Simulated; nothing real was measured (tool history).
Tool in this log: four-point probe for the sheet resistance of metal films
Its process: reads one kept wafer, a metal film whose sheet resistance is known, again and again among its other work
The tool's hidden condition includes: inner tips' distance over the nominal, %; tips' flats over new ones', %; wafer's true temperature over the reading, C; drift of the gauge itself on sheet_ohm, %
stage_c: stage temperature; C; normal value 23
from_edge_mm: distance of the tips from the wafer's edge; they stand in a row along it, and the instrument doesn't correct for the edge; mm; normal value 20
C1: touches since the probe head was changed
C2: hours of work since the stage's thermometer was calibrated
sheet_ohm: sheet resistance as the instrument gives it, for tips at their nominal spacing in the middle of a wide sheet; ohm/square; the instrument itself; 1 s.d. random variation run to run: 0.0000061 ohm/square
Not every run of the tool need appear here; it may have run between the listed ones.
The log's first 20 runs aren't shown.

run 21 day=28.892 | stage_c=27 from_edge_mm=5 | C1=97708 C2=483 | sheet_ohm=0.03088
run 22 day=30.617 | stage_c=25 from_edge_mm=41 | C1=99111 C2=505 | sheet_ohm=0.029887
run 23 day=32.533 | stage_c=25 from_edge_mm=41 | C1=100674 C2=528 | sheet_ohm=0.029882
run 24 day=33.433 | stage_c=25 from_edge_mm=41 | C1=101407 C2=539 | sheet_ohm=0.029876
-- day=33.638 stage's thermometer calibrated
run 25 day=34.379 | stage_c=21 from_edge_mm=21 | C1=102161 C2=9 | sheet_ohm=0.029925
run 26 day=35.871 | stage_c=21 from_edge_mm=21 | C1=103376 C2=28 | sheet_ohm=0.029914
run 27 day=37.046 | stage_c=26 from_edge_mm=21 | C1=104335 C2=42 | sheet_ohm=0.029917
run 28 day=38.796 | stage_c=26 from_edge_mm=10 | C1=105760 C2=64 | sheet_ohm=0.030124
run 29 day=40.571 | stage_c=23 from_edge_mm=36 | C1=107206 C2=86 | sheet_ohm=0.029881
run 30 day=42.433 | stage_c=23 from_edge_mm=36 | C1=108725 C2=109 | sheet_ohm=0.029859
run 31 day=43.662 | stage_c=21 from_edge_mm=5 | C1=109726 C2=124 | sheet_ohm=0.030841
-- day=43.838 stage's thermometer calibrated, once more
run 32 day=45.079 | stage_c=21 from_edge_mm=15 | C1=110863 C2=15 | sheet_ohm=0.029965
run 33 day=46.662 | stage_c=34 from_edge_mm=20 | C1=112153 C2=35 | sheet_ohm=0.029916
run 34 day=48.267 | stage_c=34 from_edge_mm=20 | C1=113458 C2=55 | sheet_ohm=0.029904
run 35 day=49.375 | stage_c=19 from_edge_mm=15 | C1=114364 C2=68 | sheet_ohm=0.029948
run 36 day=50.867 | stage_c=19 from_edge_mm=15 | C1=115576 C2=87 | sheet_ohm=0.029946
run 37 day=52.646 | stage_c=19 from_edge_mm=15 | C1=117026 C2=109 | sheet_ohm=0.029964
run 38 day=53.538 | stage_c=18 from_edge_mm=26 | C1=117752 C2=120 | sheet_ohm=0.029863

Branching from run 38: 3 alternative next runs. What would each branch give?
run A day=54.508 | stage_c=18 from_edge_mm=17 | C1=118545 C2=132 | sheet_ohm=?
run B day=54.508 | stage_c=19 from_edge_mm=25 | C1=118545 C2=132 | sheet_ohm=?
run C day=54.508 | stage_c=32 from_edge_mm=11 | C1=118545 C2=132 | sheet_ohm=?

run=A sheet_ohm=0.029912
run=B sheet_ohm=0.029867
run=C sheet_ohm=0.030041
With the hidden condition removed and each run's random variation left untouched, the same runs would have given:
run=A sheet_ohm=0.030288
run=B sheet_ohm=0.030243
run=C sheet_ohm=0.030419
